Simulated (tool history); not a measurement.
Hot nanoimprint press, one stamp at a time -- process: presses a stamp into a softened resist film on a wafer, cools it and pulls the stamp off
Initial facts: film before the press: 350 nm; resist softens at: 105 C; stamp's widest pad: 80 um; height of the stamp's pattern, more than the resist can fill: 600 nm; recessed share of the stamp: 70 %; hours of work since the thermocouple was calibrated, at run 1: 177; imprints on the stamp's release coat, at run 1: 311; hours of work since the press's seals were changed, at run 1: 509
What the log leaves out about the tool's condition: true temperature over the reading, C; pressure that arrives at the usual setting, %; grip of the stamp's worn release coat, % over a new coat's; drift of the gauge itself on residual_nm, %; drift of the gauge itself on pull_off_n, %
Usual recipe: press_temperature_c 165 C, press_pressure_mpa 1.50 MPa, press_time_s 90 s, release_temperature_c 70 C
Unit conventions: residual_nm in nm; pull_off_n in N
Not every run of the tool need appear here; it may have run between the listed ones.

| run | hour | press_temperature_c | press_pressure_mpa | press_time_s | release_temperature_c | hours of work since the thermocouple was calibrated | imprints on the stamp's release coat | hours of work since the press's seals were changed | residual_nm | pull_off_n |
|---|---|---|---|---|---|---|---|---|---|---|
| 1 | 0.0 | 165 | 1.50 | 90 | 70 | 177 | 311 | 509 | 191.9 | 233 |
|  | 62.9 | press's hydraulic seals changed and the load cell set to zero |
| 2 | 73.9 | 165 | 1.50 | 90 | 70 | 206 | 509 | 5 | 189.2 | 242 |
| 3 | 126.4 | 165 | 1.50 | 90 | 70 | 229 | 666 | 28 | 190.1 | 244 |
| 4 | 190.4 | 165 | 1.50 | 90 | 70 | 258 | 858 | 57 | 187.1 | 272 |
|  | 263.6 | plate thermocouple calibrated |
| 5 | 288.7 | 165 | 1.50 | 90 | 70 | 11 | 1144 | 99 | 183.4 | 291 |
|  | 325.4 | stamp cleaned and given a new release coat |
| 6 | 368.5 | 171 | 1.50 | 90 | 70 | 44 | 129 | 132 | 139.5 | 221 |
|  | 400.8 | plate thermocouple calibrated, once more |
| 7 | 464.4 | 171 | 1.50 | 90 | 70 | 28 | 408 | 173 | 150.1 | 243 |
| 8 | 552.2 | 171 | 1.50 | 90 | 70 | 67 | 671 | 212 | 151.0 | 252 |
| 9 | 640.9 | 173 | 1.50 | 90 | 70 | 107 | 937 | 251 | 135.2 | 281 |
| 10 | 683.0 | 173 | 1.50 | 90 | 70 | 125 | 1063 | 270 | 135.7 | 294 |
|  | 753.4 | stamp cleaned and given a new release coat |
| 11 | 764.5 | 165 | 1.50 | 124 | 70 | 159 | 34 | 304 | 171.4 | 210 |
| 12 | 818.1 | 165 | 1.50 | 124 | 70 | 183 | 194 | 328 | 172.2 | 223 |
| 13 | 891.1 | 165 | 1.50 | 124 | 70 | 215 | 413 | 360 | 170.6 | 235 |
| 14 | 937.6 | 160 | 1.50 | 90 | 70 | 236 | 553 | 381 | 233.8 | 254 |
| 15 | 992.9 | 160 | 1.50 | 90 | 70 | 260 | 719 | 405 | 231.0 | 254 |
|  | 1063.0 | plate thermocouple calibrated |
| 16 | 1090.6 | 160 | 1.50 | 49 | 70 | 12 | 1003 | 447 | 274.5 | 276 |
|  | 1177.0 | stamp cleaned and given a new release coat |
| 17 | 1192.4 | 165 | 1.50 | 166 | 58 | 55 | 46 | 490 | 160.6 | 244 |
| 18 | 1236.8 | 163 | 1.13 | 90 | 57 | 75 | 179 | 510 | 235.3 | 251 |
|  | 1296.5 | press's hydraulic seals changed and the load cell set to zero |
| 19 | 1327.3 | 168 | 1.23 | 138 | 77 | 111 | 427 | 14 | 159.1 | 222 |
| 20 | 1421.0 | 168 | 1.23 | 138 | 77 | 153 | 708 | 55 | 158.1 | 235 |
| 21 | 1515.5 | 163 | 1.50 | 60 | 70 | 195 | 991 | 97 | 231.7 | 288 |
| 22 | 1566.1 | 171 | 1.70 | 67 | 70 | 217 | 1143 | 120 | 151.5 | 290 |
|  | 1609.9 | stamp cleaned and given a new release coat |
| 23 | 1612.5 | 171 | 1.70 | 67 | 70 | 235 | 8 | 138 | 153.0 | 214 |

Run 24 comes next. What will it give?
| 24 | 1690.5 | 165 | 1.77 | 71 | 70 | 270 | 242 | 172 | ? | ? |

{"run 24": {"residual_nm": 190.6, "pull_off_n": 229}}
With no hidden state in the tool, this same run would have given residual_nm 198.8 nm, pull_off_n 215 N.
